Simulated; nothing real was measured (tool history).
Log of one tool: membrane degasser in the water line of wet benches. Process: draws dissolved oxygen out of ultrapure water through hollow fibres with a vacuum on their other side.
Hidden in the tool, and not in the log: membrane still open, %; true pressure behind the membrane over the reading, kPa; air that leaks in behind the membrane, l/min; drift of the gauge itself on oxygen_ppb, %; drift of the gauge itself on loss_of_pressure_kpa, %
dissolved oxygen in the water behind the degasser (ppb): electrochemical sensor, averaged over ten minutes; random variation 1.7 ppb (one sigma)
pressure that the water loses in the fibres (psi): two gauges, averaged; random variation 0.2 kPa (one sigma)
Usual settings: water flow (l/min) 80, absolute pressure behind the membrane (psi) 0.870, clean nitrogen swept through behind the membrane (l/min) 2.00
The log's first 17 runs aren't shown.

| run | hour | water flow (l/min) | absolute pressure behind the membrane (psi) | clean nitrogen swept through behind the membrane (l/min) | hours since the membrane was changed | hours since the vacuum gauge was calibrated | hours since the vacuum lines were made tight | dissolved oxygen in the water behind the degasser (ppb) | pressure that the water loses in the fibres (psi) |
|---|---|---|---|---|---|---|---|---|---|
| 18 | 3121.4 | 80 | 0.870 | 1.43 | 11337 | 3340 | 4430 | 298.6 | 6.833 |
| 19 | 3272.4 | 80 | 0.870 | 5.08 | 11488 | 3491 | 4581 | 105.8 | 6.852 |
|  | 3324.8 | vacuum gauge calibrated |
| 20 | 3512.4 | 99 | 1.144 | 3.89 | 11728 | 188 | 4821 | 256.7 | 8.467 |
| 21 | 3643.2 | 90 | 0.577 | 4.43 | 11859 | 318 | 4952 | 38.9 | 7.751 |
| 22 | 3887.9 | 82 | 0.692 | 2.00 | 12103 | 563 | 5196 | 126.2 | 7.056 |
| 23 | 4016.5 | 48 | 1.007 | 4.50 | 12232 | 692 | 5325 | 93.0 | 4.126 |
| 24 | 4227.4 | 48 | 1.007 | 4.50 | 12443 | 903 | 5536 | 93.3 | 4.154 |
| 25 | 4401.3 | 48 | 0.593 | 4.50 | 12617 | 1077 | 5710 | 22.7 | 4.134 |
| 26 | 4641.0 | 104 | 0.550 | 2.50 | 12856 | 1316 | 5949 | 58.5 | 8.950 |
|  | 4751.4 | seals of the vacuum lines changed |
| 27 | 4821.8 | 104 | 0.550 | 2.50 | 13035 | 1495 | 70 | 59.6 | 8.987 |
| 28 | 5014.5 | 110 | 1.606 | 1.04 | 13228 | 1688 | 263 | 1152.5 | 9.545 |
| 29 | 5180.8 | 84 | 1.694 | 2.00 | 13394 | 1854 | 429 | 655.2 | 7.300 |
| 30 | 5403.8 | 51 | 0.809 | 3.07 | 13617 | 2077 | 652 | 90.8 | 4.431 |
| 31 | 5564.8 | 108 | 0.809 | 1.59 | 13778 | 2238 | 813 | 293.7 | 9.387 |
| 32 | 5698.4 | 108 | 0.809 | 1.59 | 13912 | 2372 | 947 | 291.0 | 9.403 |

4 ways to go on from here, each from the tool as it stands after run 32. What would each give?
| A | 5834.7 | 69 | 1.424 | 1.19 | 14048 | 2508 | 1083 | ? | ? |
| B | 5834.7 | 80 | 0.889 | 2.39 | 14048 | 2508 | 1083 | ? | ? |
| C | 5834.7 | 108 | 1.875 | 1.34 | 14048 | 2508 | 1083 | ? | ? |
| D | 5834.7 | 91 | 0.870 | 2.00 | 14048 | 2508 | 1083 | ? | ? |

| run | dissolved oxygen in the water behind the degasser (ppb) | pressure that the water loses in the fibres (psi) |
|---|---|---|
| A | 668.8 | 6.007 |
| B | 204.7 | 6.939 |
| C | 1206.1 | 9.385 |
| D | 256.8 | 7.915 |
Without the tool's hidden state the same runs would have given:
| run | dissolved oxygen in the water behind the degasser (ppb) | pressure that the water loses in the fibres (psi) |
|---|---|---|
| A | 662.4 | 5.723 |
| B | 199.5 | 6.608 |
| C | 1196.7 | 8.940 |
| D | 249.7 | 7.541 |
